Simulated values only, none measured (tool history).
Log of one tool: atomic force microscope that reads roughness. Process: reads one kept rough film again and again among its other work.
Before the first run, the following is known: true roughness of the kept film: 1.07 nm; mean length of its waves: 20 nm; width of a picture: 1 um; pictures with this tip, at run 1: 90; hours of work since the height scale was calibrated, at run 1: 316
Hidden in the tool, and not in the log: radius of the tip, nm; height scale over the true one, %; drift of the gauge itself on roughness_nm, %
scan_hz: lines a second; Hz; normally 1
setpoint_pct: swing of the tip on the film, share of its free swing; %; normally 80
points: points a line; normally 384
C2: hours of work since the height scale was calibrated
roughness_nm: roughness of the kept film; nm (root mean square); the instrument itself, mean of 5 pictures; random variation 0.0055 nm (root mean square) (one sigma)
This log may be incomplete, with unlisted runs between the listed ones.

Run 1, day 0: usual settings; pictures with this tip 90; C2 316. Result: roughness_nm 0.845 nm (root mean square).
Run 2, day 0.667: usual settings but scan_hz 1.14 Hz; pictures with this tip 123; C2 328. Result: roughness_nm 0.814 nm (root mean square).
Run 3, day 1.383: usual settings but scan_hz 1.14 Hz; pictures with this tip 159; C2 341. Result: roughness_nm 0.773 nm (root mean square).
Run 4, day 1.846: usual settings but setpoint_pct 59 %; pictures with this tip 182; C2 349. Result: roughness_nm 0.787 nm (root mean square).
At day 2.175: new tip fitted.
Run 5, day 2.792: usual settings but setpoint_pct 59 %; pictures with this tip 31; C2 365. Result: roughness_nm 0.925 nm (root mean square).
Run 6, day 3.438: usual settings but setpoint_pct 59 %, points 787; pictures with this tip 63; C2 377. Result: roughness_nm 0.903 nm (root mean square).
Run 7, day 3.912: usual settings but setpoint_pct 59 %, points 787; pictures with this tip 87; C2 385. Result: roughness_nm 0.883 nm (root mean square).
Run 8, day 4.758: usual settings but setpoint_pct 59 %, points 302; pictures with this tip 129; C2 400. Result: roughness_nm 0.828 nm (root mean square).
Run 9, day 5.379: usual settings but setpoint_pct 59 %, points 302; pictures with this tip 161; C2 411. Result: roughness_nm 0.798 nm (root mean square).
Run 10, day 5.883: usual settings but setpoint_pct 59 %, points 302; pictures with this tip 186; C2 420. Result: roughness_nm 0.774 nm (root mean square).
At day 6.142: new tip fitted.
Run 11, day 6.475: usual settings but setpoint_pct 59 %, points 302; pictures with this tip 17; C2 430. Result: roughness_nm 0.926 nm (root mean square).
Run 12, day 7.046: usual settings but setpoint_pct 59 %, points 349; pictures with this tip 45; C2 440. Result: roughness_nm 0.904 nm (root mean square).
Run 13, day 7.917: usual settings but setpoint_pct 59 %, points 349; pictures with this tip 89; C2 456. Result: roughness_nm 0.867 nm (root mean square).
Run 14, day 8.804: usual settings but setpoint_pct 59 %, points 349; pictures with this tip 134; C2 471. Result: roughness_nm 0.823 nm (root mean square).
Run 15, day 9.554: usual settings but scan_hz 2.51 Hz, setpoint_pct 78 %, points 301; pictures with this tip 171; C2 485. Result: roughness_nm 0.73 nm (root mean square).
At day 10.083: new tip fitted.
Run 16, day 10.5: usual settings but scan_hz 3.5 Hz, setpoint_pct 82 %, points 472; pictures with this tip 21; C2 501. Result: roughness_nm 0.834 nm (root mean square).
Run 17, day 10.954: usual settings but scan_hz 3.17 Hz, setpoint_pct 85 %, points 456; pictures with this tip 43; C2 509. Result: roughness_nm 0.818 nm (root mean square).
Run 18, day 11.817: usual settings but scan_hz 3.72 Hz, points 380; pictures with this tip 87; C2 524. Result: roughness_nm 0.778 nm (root mean square).
Run 19, day 12.442: usual settings but scan_hz 1.05 Hz; pictures with this tip 118; C2 535. Result: roughness_nm 0.824 nm (root mean square).
Run 20, day 13.288: usual settings but setpoint_pct 66 %, points 789; pictures with this tip 161; C2 550. Result: roughness_nm 0.814 nm (root mean square).
At day 14.025: new tip fitted.
Run 21, day 14.229: usual settings but setpoint_pct 66 %, points 789; pictures with this tip 10; C2 567. Result: roughness_nm 0.952 nm (root mean square).
Run 22, day 14.667: usual settings but setpoint_pct 65 %, points 905; pictures with this tip 32; C2 574. Result: roughness_nm 0.934 nm (root mean square).
Run 23, day 15.296: usual settings but scan_hz 1.09 Hz, setpoint_pct 58 %, points 756; pictures with this tip 64; C2 585. Result: roughness_nm 0.892 nm (root mean square).
Run 24, day 16.229: usual settings but scan_hz 2.07 Hz, setpoint_pct 69 %, points 743; pictures with this tip 110; C2 602. Result: roughness_nm 0.828 nm (root mean square).

Here are 4 independent what-if runs from the current tool condition. What would each one return?
Run A, day 16.738: usual settings but scan_hz 0.54 Hz, setpoint_pct 56 %, points 572; pictures with this tip 136; C2 611. Result: roughness_nm ?.
Run B, day 16.738: usual settings but points 545; pictures with this tip 136; C2 611. Result: roughness_nm ?.
Run C, day 16.738: usual settings but setpoint_pct 84 %; pictures with this tip 136; C2 611. Result: roughness_nm ?.
Run D, day 16.738: usual settings but setpoint_pct 68 %; pictures with this tip 136; C2 611. Result: roughness_nm ?.

run  roughness_nm
  A         0.832
  B         0.798
  C         0.793
  D         0.816
What these runs would have given with no unlogged condition in the tool:
run  roughness_nm
  A         0.984
  B         0.946
  C         0.939
  D         0.966

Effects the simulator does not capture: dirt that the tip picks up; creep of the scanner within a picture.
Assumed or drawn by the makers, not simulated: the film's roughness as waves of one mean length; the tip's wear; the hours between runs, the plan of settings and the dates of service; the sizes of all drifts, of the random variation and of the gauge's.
